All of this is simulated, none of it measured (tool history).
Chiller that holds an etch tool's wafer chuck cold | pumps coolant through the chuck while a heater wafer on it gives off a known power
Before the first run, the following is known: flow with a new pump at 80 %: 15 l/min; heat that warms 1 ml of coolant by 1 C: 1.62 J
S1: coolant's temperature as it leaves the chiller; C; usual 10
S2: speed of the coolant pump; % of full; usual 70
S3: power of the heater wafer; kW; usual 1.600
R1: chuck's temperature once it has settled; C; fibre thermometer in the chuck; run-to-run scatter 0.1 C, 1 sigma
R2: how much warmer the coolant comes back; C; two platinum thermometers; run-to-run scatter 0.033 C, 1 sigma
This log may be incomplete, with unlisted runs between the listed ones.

{"run": 1, "hour": 0.0, "S1": 10, "S2": 70, "S3": 1.6, "R1": 21.4, "R2": 4.51}
{"run": 2, "hour": 49.3, "S1": 10, "S2": 70, "S3": 1.6, "R1": 21.5, "R2": 4.57}
{"run": 3, "hour": 82.1, "S1": 10, "S2": 70, "S3": 1.6, "R1": 21.3, "R2": 4.54}
{"run": 4, "hour": 119.4, "S1": 10, "S2": 70, "S3": 1.6, "R1": 21.1, "R2": 4.54}
{"run": 5, "hour": 158.6, "S1": 10, "S2": 70, "S3": 1.6, "R1": 21.3, "R2": 4.61}
{"run": 6, "hour": 198.5, "S1": 10, "S2": 70, "S3": 1.6, "R1": 21.4, "R2": 4.67}
{"run": 7, "hour": 250.2, "S1": 19, "S2": 70, "S3": 1.6, "R1": 30.3, "R2": 4.73}
{"run": 8, "hour": 284.1, "S1": 19, "S2": 70, "S3": 1.6, "R1": 30.5, "R2": 4.74}
{"run": 9, "hour": 313.7, "S1": 2, "S2": 70, "S3": 1.6, "R1": 13.3, "R2": 4.7}
{"run": 10, "hour": 360.1, "S1": 14, "S2": 70, "S3": 1.6, "R1": 25.4, "R2": 4.83}
{"run": 11, "hour": 401.2, "S1": 14, "S2": 70, "S3": 1.6, "R1": 25.4, "R2": 4.77}
{"run": 12, "hour": 434.1, "S1": 10, "S2": 70, "S3": 1.6, "R1": 21.2, "R2": 4.8}
{"run": 13, "hour": 466.2, "S1": 10, "S2": 70, "S3": 1.6, "R1": 21.4, "R2": 4.86}
{"hour": 486.2, "done": "gauge calibrated"}
{"run": 14, "hour": 490.2, "S1": 10, "S2": 70, "S3": 1.6, "R1": 21.3, "R2": 4.55}
{"run": 15, "hour": 520.3, "S1": 2, "S2": 64, "S3": 1.389, "R1": 12.8, "R2": 4.28}
{"run": 16, "hour": 565.6, "S1": 11, "S2": 70, "S3": 1.735, "R1": 23.3, "R2": 4.93}
{"run": 17, "hour": 601.1, "S1": 10, "S2": 70, "S3": 0.987, "R1": 17.1, "R2": 2.86}
{"run": 18, "hour": 641.7, "S1": 20, "S2": 68, "S3": 1.472, "R1": 30.8, "R2": 4.42}

Run 19, settings as shown, results not yet in. Your forecast:
{"run": 19, "hour": 670.6, "S1": 20, "S2": 61, "S3": 1.191, "R1": "?", "R2": "?"}

{"run 19": {"R1": 29.6, "R2": 4.0}}
Were there no unlogged condition in the tool, this run, its random variation unchanged, would have produced R1 29.6 C, R2 3.86 C.

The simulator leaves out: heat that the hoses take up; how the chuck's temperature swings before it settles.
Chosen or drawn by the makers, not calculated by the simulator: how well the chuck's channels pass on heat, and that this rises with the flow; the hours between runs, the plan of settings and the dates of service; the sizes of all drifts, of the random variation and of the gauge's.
